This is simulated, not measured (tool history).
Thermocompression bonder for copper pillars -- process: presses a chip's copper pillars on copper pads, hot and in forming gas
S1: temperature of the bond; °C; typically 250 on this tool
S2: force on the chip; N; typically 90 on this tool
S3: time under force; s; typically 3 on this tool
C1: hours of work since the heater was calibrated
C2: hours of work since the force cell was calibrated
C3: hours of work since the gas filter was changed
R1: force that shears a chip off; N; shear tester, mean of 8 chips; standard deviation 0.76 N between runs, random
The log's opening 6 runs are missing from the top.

run    hour   S1   S2  S3   C1   C2   C3    R1
  7   332.1  250   90   3   66  310   96  64.9
  8   411.5  250   99   3  111  354  141  66.6
      415.8  -- forming gas filter changed
  9   491.3  250   99   3  155  399   42  68.5
 10   568.5  250   90   3  198  442   85  64.2
 11   625.7  250   90   3  230  474  117  65.2
 12   665.6  250   90   3  252  496  140  65.5
      673.3  -- forming gas filter changed
 13   752.0  250   90   3  300  544   44  65.9
 14   830.6  250   90   3  344  588   88  66.5
 15   893.7  250   90   3  380  624  123  65.2
      928.7  -- forming gas filter changed
 16   952.7  250   78   6  412  656   13  73.7
 17  1039.0  250   90   2  461  705   62  62.0
     1058.6  -- force cell calibrated
 18  1100.6  250   96   3  494   24   95  66.5
     1184.8  -- forming gas filter changed
 19  1184.8  250   71   7  541   70    0  72.7
 20  1244.1  259   55   8  574  104   33  71.4
 21  1296.6  256   89   8  604  133   63  80.0
 22  1339.4  242  121   3  628  157   86  69.7
 23  1406.3  271  133   2  665  194  124  79.1
     1439.7  -- forming gas filter changed
 24  1460.3  250   90   2  695  224   12  62.7
 25  1525.1  279   73   5  731  260   48  80.7
 26  1578.3  251   74   8  761  290   78  76.8
 27  1645.1  251   74   8  798  327  115  75.4
 28  1683.1  279  114   3  820  349  136  81.1
     1696.9  -- forming gas filter changed
 29  1743.8  256  106   2  853  382   26  69.6
 30  1795.6  250   90   3  882  411   55  68.8

Here are 4 independent what-if runs from the current tool condition. What would each one return?
  A  1847.7  224  90   2  911  441  84   ?
  B  1847.7  250  86   3  911  441  84   ?
  C  1847.7  273  55   2  911  441  84   ?
  D  1847.7  265  90   5  911  441  84   ?

run    R1
  A  45.0
  B  68.2
  C  62.1
  D  78.7
Stripped of hidden state, with their random variation kept, the same runs would have yielded:
run    R1
  A  39.9
  B  64.0
  C  57.8
  D  77.3

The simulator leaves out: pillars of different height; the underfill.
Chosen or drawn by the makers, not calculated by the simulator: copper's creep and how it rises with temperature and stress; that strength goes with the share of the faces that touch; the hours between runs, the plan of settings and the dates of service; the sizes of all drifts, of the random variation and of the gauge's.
